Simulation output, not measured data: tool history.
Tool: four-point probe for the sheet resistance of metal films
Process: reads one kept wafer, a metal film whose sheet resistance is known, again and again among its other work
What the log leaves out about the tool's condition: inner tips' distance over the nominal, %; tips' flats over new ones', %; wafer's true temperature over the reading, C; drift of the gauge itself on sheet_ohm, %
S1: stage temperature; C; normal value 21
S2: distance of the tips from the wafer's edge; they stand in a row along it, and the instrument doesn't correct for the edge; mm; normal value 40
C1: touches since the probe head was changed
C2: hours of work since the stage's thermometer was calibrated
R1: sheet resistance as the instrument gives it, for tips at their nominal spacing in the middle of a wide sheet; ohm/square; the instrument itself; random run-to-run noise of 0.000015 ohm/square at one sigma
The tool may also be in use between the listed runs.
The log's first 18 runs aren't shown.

run	hour	S1	S2	C1	C2	R1
19	204.9	21	40	19804	870	0.073014
20	211.8	21	4	19985	875	0.076726
21	220.4	21	4	20209	882	0.076737
22	227.9	21	4	20407	888	0.076706
23	235.6	21	40	20608	894	0.073011
24	243.3	20	40	20810	900	0.073073
25	259.6	20	40	21237	913	0.073063
26	274.7	25	40	21632	925	0.072724
27	283.3	25	67	21857	931	0.072708
28	295.9	21	5	22185	941	0.075389
29	311.4	24	5	22592	953	0.075188
30	328.3	25	17	23034	967	0.072882
31	337.8	25	65	23282	974	0.072702
32	350.4	25	65	23612	984	0.072674
33	359.8	34	40	23858	992	0.072077
34	372.4	27	37	24188	1001	0.072601
35	382.5	23	45	24453	1009	0.072833

Run 36, settings as shown, results not yet in. Your forecast:
36	390.5	23	45	24662	1016	?

R1: 0.072830 ohm/square
If the tool had no hidden condition, the same run with the same run-to-run variation would have returned R1 0.072534 ohm/square.

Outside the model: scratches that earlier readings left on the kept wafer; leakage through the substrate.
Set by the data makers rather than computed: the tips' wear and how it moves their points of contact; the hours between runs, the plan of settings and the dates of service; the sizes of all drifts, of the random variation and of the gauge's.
